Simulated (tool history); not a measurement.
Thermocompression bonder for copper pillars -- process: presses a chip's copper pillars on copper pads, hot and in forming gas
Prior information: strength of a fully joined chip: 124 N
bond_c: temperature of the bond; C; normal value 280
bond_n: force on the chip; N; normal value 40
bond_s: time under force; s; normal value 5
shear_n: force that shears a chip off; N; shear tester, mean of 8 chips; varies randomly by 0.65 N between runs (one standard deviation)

| run | hour | bond_c | bond_n | bond_s | shear_n |
|---|---|---|---|---|---|
| 1 | 0.0 | 280 | 40 | 5 | 83.2 |
| 2 | 35.5 | 280 | 40 | 5 | 83.9 |
| 3 | 79.7 | 280 | 42 | 5 | 84.1 |
| 4 | 144.8 | 261 | 40 | 5 | 72.0 |
| 5 | 198.7 | 261 | 40 | 5 | 71.2 |
| 6 | 260.0 | 280 | 40 | 14 | 98.2 |
| 7 | 318.1 | 280 | 40 | 14 | 99.4 |
| 8 | 375.5 | 280 | 40 | 14 | 99.7 |
|  | 409.4 | forming gas filter changed |
| 9 | 419.6 | 280 | 40 | 14 | 107.4 |
| 10 | 456.5 | 280 | 40 | 14 | 107.9 |
| 11 | 522.1 | 280 | 40 | 5 | 86.0 |
| 12 | 561.4 | 280 | 40 | 5 | 87.0 |
| 13 | 626.9 | 269 | 40 | 6 | 82.3 |
| 14 | 692.6 | 284 | 40 | 5 | 86.9 |
| 15 | 727.7 | 299 | 40 | 15 | 109.3 |
| 16 | 783.6 | 293 | 32 | 3 | 71.5 |
|  | 835.7 | force cell calibrated |
| 17 | 849.5 | 282 | 26 | 3 | 58.6 |
| 18 | 899.8 | 280 | 26 | 3 | 57.7 |
| 19 | 957.2 | 280 | 26 | 3 | 57.1 |
|  | 991.3 | forming gas filter changed |
| 20 | 1009.1 | 280 | 27 | 3 | 63.8 |
| 21 | 1061.1 | 280 | 41 | 3 | 80.5 |

Forecast each of these 5 alternatives for the next run:
| A | 1116.9 | 302 | 38 | 5 | ? |
| B | 1116.9 | 303 | 53 | 5 | ? |
| C | 1116.9 | 279 | 45 | 8 | ? |
| D | 1116.9 | 280 | 40 | 14 | ? |
| E | 1116.9 | 280 | 24 | 9 | ? |

| run | shear_n |
|---|---|
| A | 99.2 |
| B | 109.6 |
| C | 102.7 |
| D | 107.7 |
| E | 82.5 |
Take away the tool's hidden state, keep each run's random variation, and the runs would have read:
| run | shear_n |
|---|---|
| A | 97.2 |
| B | 108.8 |
| C | 100.8 |
| D | 106.6 |
| E | 79.4 |
